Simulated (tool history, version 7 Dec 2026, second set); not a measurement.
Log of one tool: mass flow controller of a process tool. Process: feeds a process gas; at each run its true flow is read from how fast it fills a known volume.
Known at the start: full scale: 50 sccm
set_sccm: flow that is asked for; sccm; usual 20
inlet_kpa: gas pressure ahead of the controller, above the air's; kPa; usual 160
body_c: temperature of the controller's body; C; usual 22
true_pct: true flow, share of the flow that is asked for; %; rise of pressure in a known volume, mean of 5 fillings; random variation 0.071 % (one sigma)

Run 1, hour 0: usual settings. Result: true_pct 99.48 %.
Run 2, hour 161.7: usual settings. Result: true_pct 99.49 %.
Run 3, hour 426.8: usual settings. Result: true_pct 99.45 %.
Run 4, hour 549: usual settings but body_c 27 C. Result: true_pct 98.88 %.
Run 5, hour 748.2: usual settings but body_c 27 C. Result: true_pct 98.96 %.
Run 6, hour 946.4: usual settings but body_c 27 C. Result: true_pct 98.92 %.
Run 7, hour 1165.9: usual settings but set_sccm 42 sccm. Result: true_pct 99.75 %.
Run 8, hour 1420.4: usual settings but set_sccm 11 sccm. Result: true_pct 98.99 %.
Run 9, hour 1619: usual settings but set_sccm 11 sccm. Result: true_pct 99.02 %.
Run 10, hour 1758.4: usual settings. Result: true_pct 99.09 %.
Run 11, hour 1927.1: usual settings. Result: true_pct 99.16 %.
Run 12, hour 2159.5: usual settings. Result: true_pct 99.17 %.
Run 13, hour 2328.3: usual settings but inlet_kpa 220 kPa. Result: true_pct 99.42 %.
Run 14, hour 2555: usual settings but inlet_kpa 220 kPa. Result: true_pct 99.3 %.

The next listed run, before its measurement:
Run 15, hour 2781.9: usual settings but set_sccm 15 sccm, inlet_kpa 142 kPa, body_c 38 C. Result: true_pct ?.

Run 15 gave true_pct 97.38 %.
Without the tool's hidden state the same run would have given true_pct 97.83 %.

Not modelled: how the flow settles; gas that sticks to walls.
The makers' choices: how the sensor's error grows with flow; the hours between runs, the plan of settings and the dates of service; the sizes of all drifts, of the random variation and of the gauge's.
